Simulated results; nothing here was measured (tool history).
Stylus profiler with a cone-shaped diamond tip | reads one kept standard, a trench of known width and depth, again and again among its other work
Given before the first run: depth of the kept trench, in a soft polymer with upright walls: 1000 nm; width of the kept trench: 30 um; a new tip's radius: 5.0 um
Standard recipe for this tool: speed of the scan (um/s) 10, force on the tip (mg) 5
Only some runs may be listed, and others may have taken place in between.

run	day	speed of the scan (um/s)	force on the tip (mg)	depth of the trench (angstrom)	width of the trench's floor (nm)
1	0	10	5	10199.2	23760
2	1.104	10	5	10200.7	23740
3	2.15	10	5.05	10198.4	23770
4	3.008	10	3.28	10143.6	23750
5	3.742	8	3.28	10141.5	23730
6	4.883	35	5	10198.9	23650
7	6.125	3	5	10197.2	23710
8	7.242	21	5	10196.5	23690
9	7.875	21	5	10196.7	23660
10	9.2	21	5	10197.6	23680
11	10.162	21	5	10198.6	23650
12	10.908	21	5	10193.2	23640
13	11.75	10	5	10192.9	23690
14	12.808	10	5	10192.8	23630
15	14.012	10	5	10189.6	23630
16	14.883	10	5	10191.8	23600
17	16.046	10	5	10193.3	23590
18	17.433	10	6.25	10226.1	23600
19	18.146	10	6.25	10218.9	23580
20	19.3	10	6.25	10223.5	23560
21	20.412	10	6.25	10221.5	23620
22	21.279	10	6.25	10221.1	23490
23	22.825	4	7.53	10253.1	23550
24	23.925	14	7.53	10253.7	23500
25	25.112	14	1.81	10083.3	23550
26	26.667	4	6.72	10229.5	23520
27	27.75	4	6.72	10227.6	23520
28	28.425	39	7.41	10247.2	23450
29	29.467	3	13.42	10380.5	23460
30	30.321	5	5.67	10195.8	23480
31	31.779	7	2.03	10089.5	23480
32	32.646	32	4.16	10155.3	23400
33	33.696	17	6.45	10216.1	23400
34	35.054	8	5	10181.7	23430
35	36.438	5	6.82	10227.8	23360

For each run, the measured value with the value that run would have given without the tool's hidden condition subtracted. The run-to-run variation is shared by both, the gauge scatter possibly not:
The tool's hidden condition here consists of: radius of the tip, um; height scale over the true one, %; drift of the gauge itself on depth_nm, %; drift of the gauge itself on floor_um, %.
run	depth of the trench (angstrom)	width of the trench's floor (nm)
1	-7.3	-200
2	-7.9	-210
3	-8.6	-210
4	-8.9	-230
5	-9.4	-240
6	-10.1	-250
7	-10.8	-260
8	-11.4	-270
9	-11.7	-290
10	-12.5	-300
11	-13	-310
12	-13.4	-320
13	-13.9	-320
14	-14.4	-340
15	-15	-350
16	-15.5	-370
17	-16.3	-380
18	-17.2	-390
19	-17.5	-390
20	-18.1	-410
21	-18.8	-430
22	-19.2	-430
23	-20.2	-450
24	-20.9	-460
25	-21.2	-470
26	-22.5	-480
27	-23	-500
28	-23.5	-510
29	-24.3	-520
30	-24.4	-530
31	-25	-540
32	-25.6	-550
33	-26.4	-570
34	-27	-580
35	-28	-600
